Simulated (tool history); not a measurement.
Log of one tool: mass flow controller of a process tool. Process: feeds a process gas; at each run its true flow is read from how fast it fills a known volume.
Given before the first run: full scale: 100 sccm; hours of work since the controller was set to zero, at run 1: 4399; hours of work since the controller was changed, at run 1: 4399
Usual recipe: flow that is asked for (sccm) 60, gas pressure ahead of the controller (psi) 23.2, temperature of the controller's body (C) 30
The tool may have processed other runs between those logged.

run     hour  flow that is asked for (sccm)  gas pressure ahead of the controller (psi)  temperature of the controller's body (C)  hours of work since the controller was set to zero  hours of work since the controller was changed  true flow (%)
  1      0.0                             60                                        23.2                                        30                                                4399                                            4399          97.73
  2    406.9                             60                                        23.2                                        30                                                4628                                            4628          97.66
  3    865.8                             60                                        23.2                                        30                                                4885                                            4885          97.42
  4   1262.5                             60                                        23.2                                        30                                                5107                                            5107          97.48
  5   1498.0                             60                                        23.2                                        30                                                5239                                            5239          97.34
  6   1862.5                             60                                        23.2                                        30                                                5444                                            5444          97.43
  7   2216.7                             60                                        23.2                                        30                                                5642                                            5642          97.28
  8   2598.4                             60                                        23.2                                        30                                                5857                                            5857          97.08
  9   3030.7                             60                                        23.2                                        30                                                6099                                            6099          97.07
 10   3511.2                             60                                        23.2                                        32                                                6368                                            6368          97.12
 11   3730.1                             60                                        23.2                                        32                                                6491                                            6491          97.11
 12   4116.1                             60                                        23.2                                        30                                                6708                                            6708          96.76
 13   4336.2                             60                                        23.2                                        30                                                6831                                            6831          96.78
 14   4722.9                             60                                        23.2                                        30                                                7048                                            7048          96.81
 15   5079.4                             60                                        23.2                                        30                                                7248                                            7248          96.59
 16   5558.6                             60                                        23.2                                        30                                                7516                                            7516          96.57
      5792.2  -- controller's zero set anew
 17   6031.1                             60                                        23.2                                        30                                                 134                                            7781          98.09
 18   6470.8                             60                                        23.2                                        30                                                 381                                            8028          98.14
 19   6678.3                             60                                        23.2                                        30                                                 497                                            8144          98.06
 20   7139.5                             60                                        23.2                                        39                                                 756                                            8403          98.81
 21   7594.7                             38                                        38.0                                        39                                                1011                                            8658          99.01
 22   7969.3                             38                                        38.0                                        39                                                1221                                            8868          98.84
 23   8281.2                             59                                        33.2                                        30                                                1396                                            9043          98.07
 24   8761.9                             39                                        33.2                                        30                                                1665                                            9312          97.63
 25   9247.5                             87                                        36.3                                        30                                                1938                                            9585          98.78
 26   9484.0                             12                                        35.1                                        30                                                2070                                            9717          95.27
 27   9919.2                             20                                        23.2                                        32                                                2314                                            9961          95.74
 28  10295.9                             60                                        25.2                                        27                                                2525                                           10173          97.02
 29  10698.1                             91                                        21.6                                        30                                                2751                                           10398          97.92
 30  11124.5                             29                                        28.3                                        39                                                2990                                           10637          96.87
 31  11391.9                             74                                        23.2                                        30                                                3140                                           10787          97.44
     11566.9  -- controller exchanged for a calibrated one
 32  11605.7                             74                                        23.2                                        28                                                  22                                              22          99.54
 33  12065.4                             74                                        23.2                                        28                                                 280                                             280          99.50
 34  12513.8                             48                                        21.3                                        28                                                 531                                             531          98.78
 35  12965.7                             60                                        23.2                                        27                                                 784                                             784          98.97
 36  13298.6                             60                                        23.2                                        27                                                 971                                             971          98.85
 37  13740.2                             60                                        23.2                                        27                                                1219                                            1219          98.68

Each row is a separate what-if for the run after 37, all from the same tool condition, not one after another. Results?
  A  14149.9                             60                                        23.2                                        23                                                1448                                            1448              ?
  B  14149.9                             32                                        23.2                                        32                                                1448                                            1448              ?
  C  14149.9                             38                                        22.3                                        27                                                1448                                            1448              ?
  D  14149.9                             75                                        33.6                                        34                                                1448                                            1448              ?

run  true flow (%)
  A          98.27
  B          98.31
  C          98.02
  D         100.16
The same runs, with their run-to-run variation unchanged, on a tool lacking any hidden condition would have given:
run  true flow (%)
  A          98.87
  B          99.23
  C          98.83
  D         100.68

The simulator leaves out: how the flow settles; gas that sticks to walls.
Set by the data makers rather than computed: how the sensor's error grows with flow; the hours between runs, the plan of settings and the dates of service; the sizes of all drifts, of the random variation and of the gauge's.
